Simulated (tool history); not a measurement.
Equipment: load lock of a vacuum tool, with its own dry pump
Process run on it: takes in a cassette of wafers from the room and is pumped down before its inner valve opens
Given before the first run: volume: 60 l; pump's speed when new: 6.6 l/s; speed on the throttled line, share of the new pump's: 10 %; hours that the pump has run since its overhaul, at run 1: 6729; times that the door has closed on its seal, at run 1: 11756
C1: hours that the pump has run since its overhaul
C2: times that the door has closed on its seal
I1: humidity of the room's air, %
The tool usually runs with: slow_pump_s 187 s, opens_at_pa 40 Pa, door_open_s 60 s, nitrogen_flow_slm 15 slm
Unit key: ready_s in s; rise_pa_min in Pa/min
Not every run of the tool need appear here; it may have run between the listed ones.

Run 1, hour 0: usual settings; C1 6729; C2 11756; I1 46.3. Result: ready_s 244 s, rise_pa_min 0.145 Pa/min.
Run 2, hour 251.7: usual settings; C1 6980; C2 12456; I1 45.7. Result: ready_s 243.7 s, rise_pa_min 0.148 Pa/min.
Run 3, hour 509.7: usual settings; C1 7238; C2 13173; I1 41.2. Result: ready_s 240.6 s, rise_pa_min 0.155 Pa/min.
Run 4, hour 728: usual settings; C1 7457; C2 13781; I1 41.2. Result: ready_s 243.3 s, rise_pa_min 0.163 Pa/min.
Run 5, hour 923.7: usual settings; C1 7652; C2 14325; I1 44.9. Result: ready_s 243.9 s, rise_pa_min 0.177 Pa/min.
Run 6, hour 1170.3: usual settings but opens_at_pa 56 Pa; C1 7899; C2 15011; I1 46.8. Result: ready_s 241.8 s, rise_pa_min 0.188 Pa/min.
Run 7, hour 1407.4: usual settings but opens_at_pa 56 Pa; C1 8136; C2 15670; I1 45.4. Result: ready_s 242.5 s, rise_pa_min 0.197 Pa/min.
Run 8, hour 1661.4: usual settings but opens_at_pa 56 Pa, door_open_s 50 s; C1 8390; C2 16376; I1 45. Result: ready_s 244.1 s, rise_pa_min 0.211 Pa/min.
Run 9, hour 1934.6: usual settings but opens_at_pa 56 Pa, door_open_s 50 s; C1 8663; C2 17136; I1 44.5. Result: ready_s 241.4 s, rise_pa_min 0.218 Pa/min.
Run 10, hour 2133.4: usual settings; C1 8862; C2 17689; I1 43.8. Result: ready_s 245.8 s, rise_pa_min 0.234 Pa/min.
Run 11, hour 2324.8: usual settings but slow_pump_s 154 s, door_open_s 31 s, nitrogen_flow_slm 7 slm; C1 9053; C2 18221; I1 45.1. Result: ready_s 216.3 s, rise_pa_min 0.241 Pa/min.
Run 12, hour 2591.2: usual settings but slow_pump_s 154 s, door_open_s 31 s, nitrogen_flow_slm 7 slm; C1 9320; C2 18962; I1 44.4. Result: ready_s 218.6 s, rise_pa_min 0.255 Pa/min.
Run 13, hour 2746.2: usual settings but slow_pump_s 154 s, door_open_s 31 s, nitrogen_flow_slm 7 slm; C1 9475; C2 19392; I1 44.4. Result: ready_s 217.2 s, rise_pa_min 0.256 Pa/min.
Run 14, hour 3001.6: usual settings but slow_pump_s 154 s, opens_at_pa 68 Pa, door_open_s 31 s, nitrogen_flow_slm 23 slm; C1 9730; C2 20103; I1 43.3. Result: ready_s 211.2 s, rise_pa_min 0.269 Pa/min.
Run 15, hour 3250.5: usual settings but opens_at_pa 56 Pa, door_open_s 37 s; C1 9979; C2 20795; I1 42.2. Result: ready_s 242.3 s, rise_pa_min 0.282 Pa/min.
Run 16, hour 3522.7: usual settings but opens_at_pa 56 Pa, door_open_s 37 s; C1 10251; C2 21552; I1 42.3. Result: ready_s 240.8 s, rise_pa_min 0.3 Pa/min.
Run 17, hour 3697: usual settings but door_open_s 117 s; C1 10426; C2 22036; I1 42.5. Result: ready_s 247.2 s, rise_pa_min 0.333 Pa/min.
Run 18, hour 3813.3: usual settings but door_open_s 117 s; C1 10542; C2 22360; I1 40.8. Result: ready_s 250.8 s, rise_pa_min 0.335 Pa/min.
Run 19, hour 3930: usual settings but slow_pump_s 126 s, nitrogen_flow_slm 26 slm; C1 10659; C2 22684; I1 44.8. Result: ready_s 192.8 s, rise_pa_min 0.324 Pa/min.
Run 20, hour 4070.9: usual settings but slow_pump_s 126 s, nitrogen_flow_slm 26 slm; C1 10799; C2 23076; I1 47.5. Result: ready_s 193.5 s, rise_pa_min 0.34 Pa/min.

Hidden state or all else? Some run-to-run changes of ready_s, split into what the settings, what came in and random variation would give without the hidden state, and what is left for the hidden state (with any gauge scatter that isn't in both results):
What the log doesn't record here: pump's speed, % of a new pump's; leak at the door's seal, Pa l/s; drift of the gauge itself on ready_s, %; drift of the gauge itself on rise_pa_min, %.
Run 14 -> 15: slow_pump_s 154 -> 187, opens_at_pa 68 -> 56, door_open_s 31 -> 37, nitrogen_flow_slm 23 -> 15. ready_s +31.1 s: hidden state +0, all else +31.1.
Run 16 -> 17: opens_at_pa 56 -> 40, door_open_s 37 -> 117. ready_s +6.4 s: hidden state +0.7, all else +5.7.
Run 18 -> 19: slow_pump_s 187 -> 126, door_open_s 117 -> 60, nitrogen_flow_slm 15 -> 26. ready_s -58 s: hidden state +0.8, all else -58.8.
